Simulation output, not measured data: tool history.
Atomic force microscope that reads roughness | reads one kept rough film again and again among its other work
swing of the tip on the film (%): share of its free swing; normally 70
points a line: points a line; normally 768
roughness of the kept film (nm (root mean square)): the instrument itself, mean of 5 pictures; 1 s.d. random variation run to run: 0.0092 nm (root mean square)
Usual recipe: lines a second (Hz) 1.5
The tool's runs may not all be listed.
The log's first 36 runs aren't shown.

| run | hour | lines a second (Hz) | swing of the tip on the film (%) | points a line | pictures with this tip | hours of work since the height scale was calibrated | roughness of the kept film (nm (root mean square)) |
|---|---|---|---|---|---|---|---|
| 37 | 810.8 | 1.32 | 66 | 296 | 76 | 833 | 1.973 |
| 38 | 826.6 | 1.1 | 69 | 768 | 104 | 842 | 1.916 |
| 39 | 841.7 | 1.1 | 69 | 768 | 131 | 850 | 1.873 |
|  | 862.2 | new tip fitted |
| 40 | 863.1 | 3.59 | 60 | 829 | 2 | 862 | 2.007 |
| 41 | 881.8 | 1.42 | 69 | 372 | 35 | 872 | 1.994 |
| 42 | 906.9 | 1.96 | 69 | 460 | 80 | 886 | 1.863 |
| 43 | 932.9 | 1.96 | 69 | 460 | 127 | 900 | 1.796 |
|  | 956.2 | new tip fitted |
| 44 | 962 | 1.96 | 64 | 750 | 10 | 916 | 2.052 |
| 45 | 985.7 | 1.96 | 65 | 947 | 53 | 929 | 1.966 |
| 46 | 1004.1 | 1.3 | 78 | 793 | 86 | 939 | 1.865 |
| 47 | 1020.7 | 2.74 | 70 | 420 | 115 | 949 | 1.739 |
| 48 | 1045 | 2.74 | 70 | 420 | 159 | 962 | 1.671 |
|  | 1051 | new tip fitted |
| 49 | 1059.5 | 2.74 | 70 | 420 | 15 | 970 | 1.895 |
| 50 | 1086.8 | 0.5 | 70 | 350 | 64 | 985 | 2.035 |
| 51 | 1112.7 | 1.5 | 70 | 710 | 111 | 999 | 1.835 |

Below are 3 alternative next runs, each starting from the tool's condition after run 51. Predict each:
| A | 1131.2 | 1.04 | 62 | 351 | 144 | 1009 | ? |
| B | 1131.2 | 1.5 | 80 | 768 | 144 | 1009 | ? |
| C | 1131.2 | 1.5 | 65 | 409 | 144 | 1009 | ? |

| run | roughness of the kept film (nm (root mean square)) |
|---|---|
| A | 1.876 |
| B | 1.714 |
| C | 1.836 |
Without the tool's hidden state the same runs would have given:
| run | roughness of the kept film (nm (root mean square)) |
|---|---|
| A | 2.167 |
| B | 1.979 |
| C | 2.118 |

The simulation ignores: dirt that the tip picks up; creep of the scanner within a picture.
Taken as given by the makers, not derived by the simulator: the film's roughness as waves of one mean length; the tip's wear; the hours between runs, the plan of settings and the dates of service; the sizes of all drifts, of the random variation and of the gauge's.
